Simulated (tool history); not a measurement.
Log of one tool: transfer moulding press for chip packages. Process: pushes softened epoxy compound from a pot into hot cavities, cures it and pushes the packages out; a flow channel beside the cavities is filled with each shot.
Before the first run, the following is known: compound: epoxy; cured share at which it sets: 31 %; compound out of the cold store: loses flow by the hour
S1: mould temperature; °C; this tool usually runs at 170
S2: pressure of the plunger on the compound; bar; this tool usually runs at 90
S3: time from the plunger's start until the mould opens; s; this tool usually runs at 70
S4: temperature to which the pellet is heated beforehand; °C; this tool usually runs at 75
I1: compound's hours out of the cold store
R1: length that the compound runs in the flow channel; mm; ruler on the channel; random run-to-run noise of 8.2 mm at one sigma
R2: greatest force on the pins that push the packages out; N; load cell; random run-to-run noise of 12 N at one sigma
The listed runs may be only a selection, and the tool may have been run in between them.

| run | hour | S1 | S2 | S3 | S4 | I1 | R1 | R2 |
|---|---|---|---|---|---|---|---|---|
| 1 | 0 | 170 | 90 | 70 | 75 | 32 | 918 | 588 |
| 2 | 5.6 | 170 | 90 | 70 | 75 | 30.2 | 928 | 664 |
| 3 | 17.3 | 170 | 90 | 70 | 75 | 13.5 | 996 | 891 |
| 4 | 28.5 | 170 | 71.4 | 70 | 75 | 36.8 | 788 | 889 |
| 5 | 38.3 | 170 | 90 | 70 | 75 | 32.2 | 898 | 1004 |
| 6 | 52.6 | 170 | 90 | 70 | 75 | 15.3 | 983 | 667 |
| 7 | 59.6 | 170 | 90 | 70 | 75 | 27.2 | 922 | 733 |
| 8 | 66.9 | 170 | 90 | 70 | 75 | 29.3 | 906 | 819 |
| 9 | 75.2 | 165 | 90 | 70 | 75 | 30.4 | 919 | 1326 |
| 10 | 84.4 | 170 | 98.9 | 70 | 75 | 19.2 | 995 | 1017 |
| 11 | 92.5 | 170 | 90 | 70 | 75 | 33 | 896 | 1007 |
| 12 | 102 | 170 | 90 | 70 | 75 | 43.9 | 833 | 602 |
| 13 | 108.7 | 170 | 90 | 70 | 75 | 10.1 | 978 | 781 |
| 14 | 122 | 170 | 90 | 70 | 75 | 36.1 | 854 | 847 |
| 15 | 133.8 | 170 | 90 | 70 | 75 | 11.1 | 971 | 1024 |
| 16 | 141.3 | 163 | 90 | 72 | 75 | 44.7 | 857 | 1427 |
| 17 | 152.9 | 163 | 90 | 93 | 82 | 14.8 | 1061 | 941 |
| 18 | 161.3 | 178 | 90 | 93 | 82 | 29.1 | 938 | 442 |
| 19 | 171.4 | 169 | 74 | 63 | 73 | 36 | 854 | 1117 |
| 20 | 182.4 | 169 | 74 | 107 | 69 | 15.2 | 926 | 595 |
| 21 | 190 | 172 | 103.8 | 86 | 69 | 39.1 | 973 | 673 |
| 22 | 198.1 | 170 | 81.6 | 95 | 69 | 22.2 | 925 | 663 |
| 23 | 205.4 | 164 | 81.6 | 63 | 74 | 29 | 937 | 1997 |
| 24 | 216 | 170 | 85.3 | 101 | 85 | 26.7 | 920 | 483 |
| 25 | 223.8 | 176 | 90 | 101 | 82 | 8.5 | 1018 | 526 |
| 26 | 232.4 | 163 | 90 | 101 | 76 | 39.6 | 922 | 652 |
| 27 | 238.7 | 177 | 107.8 | 61 | 84 | 10.5 | 1093 | 823 |
| 28 | 244.2 | 170 | 71.3 | 70 | 70 | 29.8 | 820 | 930 |
| 29 | 254.5 | 170 | 71.3 | 64 | 79 | 17.3 | 889 | 1329 |

Not shown here: 6 entries made in the log between runs. Locate each between two listed runs and compare the hidden state at the listed run before it with the hidden state at the listed run after it:
Run 5 -> run 6: cavities cleaned with cleaning compound and waxed (hour 51.1)
  true mould temperature over the reading, C: -0.52 -> -0.54; pressure that reaches the compound, % of what is set: 89.72 -> 88.83; grip of the stained cavities, % over clean ones': 64.7 -> 6.5
  measured minus no-state result, R1: -48 -> -57 mm; R2: +414 -> +65 N
Run 11 -> run 12: cavities cleaned with cleaning compound and waxed (hour 102)
  true mould temperature over the reading, C: -0.61 -> -0.62; pressure that reaches the compound, % of what is set: 86.29 -> 85.76; grip of the stained cavities, % over clean ones': 68 -> 2.2
  measured minus no-state result, R1: -67 -> -65 mm; R2: +429 -> +35 N
Run 16 -> run 17: plunger's sealing rings changed (hour 144.6)
  true mould temperature over the reading, C: -0.69 -> -0.7; pressure that reaches the compound, % of what is set: 83.14 -> 99.43; grip of the stained cavities, % over clean ones': 64.3 -> 72.5
  measured minus no-state result, R1: -80 -> +1 mm; R2: +598 -> +420 N
Run 17 -> run 18: cavities cleaned with cleaning compound and waxed (hour 155.5)
  true mould temperature over the reading, C: -0.7 -> -0.71; pressure that reaches the compound, % of what is set: 99.43 -> 98.99; grip of the stained cavities, % over clean ones': 72.5 -> 11.9
  measured minus no-state result, R1: +1 -> -3 mm; R2: +420 -> +47 N
Run 21 -> run 22: mould's thermocouples calibrated (hour 195.1)
  true mould temperature over the reading, C: -0.76 -> 0.15; pressure that reaches the compound, % of what is set: 97.12 -> 96.66; grip of the stained cavities, % over clean ones': 57.9 -> 64.8
  measured minus no-state result, R1: -12 -> -16 mm; R2: +252 -> +262 N
Run 23 -> run 24: cavities cleaned with cleaning compound and waxed (hour 208.5)
  true mould temperature over the reading, C: 0.14 -> 0.12; pressure that reaches the compound, % of what is set: 96.18 -> 95.55; grip of the stained cavities, % over clean ones': 71.5 -> 19.7
  measured minus no-state result, R1: -19 -> -22 mm; R2: +824 -> +80 N
